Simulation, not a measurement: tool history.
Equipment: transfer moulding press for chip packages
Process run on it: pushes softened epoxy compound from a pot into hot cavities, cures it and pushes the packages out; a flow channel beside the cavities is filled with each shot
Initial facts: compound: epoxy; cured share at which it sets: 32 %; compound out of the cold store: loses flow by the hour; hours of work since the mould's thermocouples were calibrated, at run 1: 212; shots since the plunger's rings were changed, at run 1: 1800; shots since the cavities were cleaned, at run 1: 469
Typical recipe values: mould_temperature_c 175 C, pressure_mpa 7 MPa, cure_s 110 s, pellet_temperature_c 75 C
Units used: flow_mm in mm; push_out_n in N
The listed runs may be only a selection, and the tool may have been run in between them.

| run | hour | mould_temperature_c | pressure_mpa | cure_s | pellet_temperature_c | hours of work since the mould's thermocouples were calibrated | shots since the plunger's rings were changed | shots since the cavities were cleaned | incoming compound's hours out of the cold store | flow_mm | push_out_n |
|---|---|---|---|---|---|---|---|---|---|---|---|
| 1 | 0 | 175 | 7 | 110 | 75 | 212 | 1800 | 469 | 41.6 | 764 | 403 |
|  | 17.4 | cavities cleaned with cleaning compound and waxed |
| 2 | 21.8 | 175 | 7 | 110 | 75 | 220 | 1929 | 28 | 40.5 | 765 | 477 |
| 3 | 38.4 | 180 | 7 | 110 | 75 | 226 | 2034 | 133 | 46.8 | 743 | 462 |
| 4 | 50.7 | 170 | 7 | 110 | 75 | 231 | 2112 | 211 | 38.7 | 787 | 686 |
|  | 60.4 | cavities cleaned with cleaning compound and waxed, once more |
| 5 | 71.7 | 170 | 7 | 110 | 75 | 239 | 2236 | 71 | 21.7 | 825 | 395 |
| 6 | 92 | 170 | 7 | 110 | 75 | 247 | 2365 | 200 | 39.6 | 781 | 470 |
| 7 | 101.7 | 170 | 7 | 110 | 75 | 251 | 2427 | 262 | 12.2 | 843 | 485 |
| 8 | 119.8 | 175 | 7 | 110 | 75 | 259 | 2542 | 377 | 28.1 | 791 | 388 |
| 9 | 128.2 | 175 | 7 | 110 | 75 | 262 | 2595 | 430 | 37.8 | 763 | 426 |
| 10 | 141.5 | 175 | 7 | 137 | 75 | 267 | 2679 | 514 | 10.5 | 832 | 378 |
|  | 152 | cavities cleaned with cleaning compound and waxed |
| 11 | 158.9 | 175 | 7 | 147 | 75 | 274 | 2781 | 44 | 42.1 | 750 | 248 |
| 12 | 177.6 | 175 | 7 | 147 | 75 | 281 | 2899 | 162 | 28.1 | 791 | 290 |
| 13 | 194.3 | 175 | 7 | 110 | 75 | 288 | 3005 | 268 | 32.1 | 773 | 372 |
| 14 | 205 | 173 | 7.34 | 124 | 70 | 292 | 3073 | 336 | 23.9 | 822 | 374 |
| 15 | 222.7 | 175 | 8.29 | 137 | 75 | 299 | 3185 | 448 | 32.5 | 841 | 370 |
|  | 243.3 | cavities cleaned with cleaning compound and waxed |
| 16 | 243.3 | 175 | 8.29 | 137 | 75 | 307 | 3307 | 0 | 35.6 | 837 | 229 |
| 17 | 255 | 169 | 8.29 | 125 | 75 | 312 | 3381 | 74 | 14.1 | 908 | 362 |
| 18 | 267.5 | 169 | 8.29 | 125 | 75 | 317 | 3460 | 153 | 14.3 | 913 | 373 |
|  | 275.6 | plunger's sealing rings changed |
| 19 | 286.6 | 169 | 8.29 | 98 | 75 | 323 | 71 | 259 | 32 | 899 | 686 |
| 20 | 306.7 | 173 | 7.05 | 110 | 81 | 332 | 198 | 386 | 14.9 | 848 | 447 |
| 21 | 321.5 | 175 | 8.06 | 110 | 75 | 337 | 292 | 480 | 20.8 | 876 | 422 |
| 22 | 333.3 | 175 | 8.06 | 110 | 75 | 342 | 367 | 555 | 23.8 | 876 | 455 |
|  | 336 | cavities cleaned with cleaning compound and waxed |
| 23 | 346.6 | 175 | 8.06 | 110 | 75 | 347 | 442 | 68 | 26.4 | 866 | 286 |
| 24 | 364.5 | 175 | 8.06 | 110 | 75 | 354 | 555 | 181 | 13.8 | 899 | 348 |

Predict the results of run 25:
| 25 | 376.3 | 175 | 7.39 | 123 | 81 | 359 | 630 | 256 | 24 | ? | ? |

{"run 25": {"flow_mm": 834, "push_out_n": 331}}
If the tool had no hidden condition, the same run with the same run-to-run variation would have returned flow_mm 835 mm, push_out_n 236 N.
